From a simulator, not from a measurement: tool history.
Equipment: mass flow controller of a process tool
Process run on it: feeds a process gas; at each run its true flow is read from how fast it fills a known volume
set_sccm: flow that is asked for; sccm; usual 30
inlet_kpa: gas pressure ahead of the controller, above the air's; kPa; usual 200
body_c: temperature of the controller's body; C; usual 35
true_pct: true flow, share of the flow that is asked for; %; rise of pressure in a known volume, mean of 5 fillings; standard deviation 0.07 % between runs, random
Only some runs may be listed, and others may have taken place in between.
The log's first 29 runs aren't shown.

{"run": 30, "day": 104.058, "set_sccm": 11, "inlet_kpa": 216, "body_c": 37, "true_pct": 99.2}
{"run": 31, "day": 107.446, "set_sccm": 31, "inlet_kpa": 170, "body_c": 35, "true_pct": 99.55}
{"run": 32, "day": 111.567, "set_sccm": 31, "inlet_kpa": 170, "body_c": 35, "true_pct": 99.58}
{"run": 33, "day": 113.917, "set_sccm": 19, "inlet_kpa": 158, "body_c": 23, "true_pct": 98.94}
{"run": 34, "day": 116.775, "set_sccm": 42, "inlet_kpa": 203, "body_c": 34, "true_pct": 99.98}
{"run": 35, "day": 119.692, "set_sccm": 27, "inlet_kpa": 140, "body_c": 26, "true_pct": 99.23}
{"run": 36, "day": 122.796, "set_sccm": 11, "inlet_kpa": 140, "body_c": 26, "true_pct": 98.92}
{"run": 37, "day": 126.046, "set_sccm": 77, "inlet_kpa": 160, "body_c": 35, "true_pct": 100.65}
{"run": 38, "day": 128.804, "set_sccm": 77, "inlet_kpa": 160, "body_c": 35, "true_pct": 100.69}
{"day": 129.812, "done": "gauge calibrated"}
{"run": 39, "day": 132.592, "set_sccm": 37, "inlet_kpa": 195, "body_c": 25, "true_pct": 98.56}
{"run": 40, "day": 137.779, "set_sccm": 61, "inlet_kpa": 200, "body_c": 26, "true_pct": 99.12}
{"run": 41, "day": 141.004, "set_sccm": 61, "inlet_kpa": 183, "body_c": 37, "true_pct": 99.55}
{"run": 42, "day": 145.538, "set_sccm": 16, "inlet_kpa": 266, "body_c": 35, "true_pct": 98.75}
{"run": 43, "day": 150.592, "set_sccm": 68, "inlet_kpa": 172, "body_c": 35, "true_pct": 99.79}
{"run": 44, "day": 153.067, "set_sccm": 78, "inlet_kpa": 159, "body_c": 23, "true_pct": 99.5}
{"run": 45, "day": 156.138, "set_sccm": 30, "inlet_kpa": 180, "body_c": 22, "true_pct": 98.49}
{"run": 46, "day": 161.238, "set_sccm": 14, "inlet_kpa": 275, "body_c": 22, "true_pct": 98.31}
{"run": 47, "day": 163.679, "set_sccm": 14, "inlet_kpa": 275, "body_c": 22, "true_pct": 98.25}
{"run": 48, "day": 167.571, "set_sccm": 14, "inlet_kpa": 275, "body_c": 22, "true_pct": 98.4}

Each row is a separate what-if for the run after 48, all from the same tool condition, not one after another. Results?
{"run": "A", "day": 171.992, "set_sccm": 62, "inlet_kpa": 200, "body_c": 29, "true_pct": "?"}
{"run": "B", "day": 171.992, "set_sccm": 11, "inlet_kpa": 158, "body_c": 30, "true_pct": "?"}
{"run": "C", "day": 171.992, "set_sccm": 19, "inlet_kpa": 227, "body_c": 35, "true_pct": "?"}
{"run": "D", "day": 171.992, "set_sccm": 14, "inlet_kpa": 232, "body_c": 22, "true_pct": "?"}

run=A true_pct=99.61
run=B true_pct=98.40
run=C true_pct=98.74
run=D true_pct=98.39
Without the tool's unlogged condition, the same runs would have read:
run=A true_pct=99.27
run=B true_pct=98.04
run=C true_pct=98.39
run=D true_pct=98.04

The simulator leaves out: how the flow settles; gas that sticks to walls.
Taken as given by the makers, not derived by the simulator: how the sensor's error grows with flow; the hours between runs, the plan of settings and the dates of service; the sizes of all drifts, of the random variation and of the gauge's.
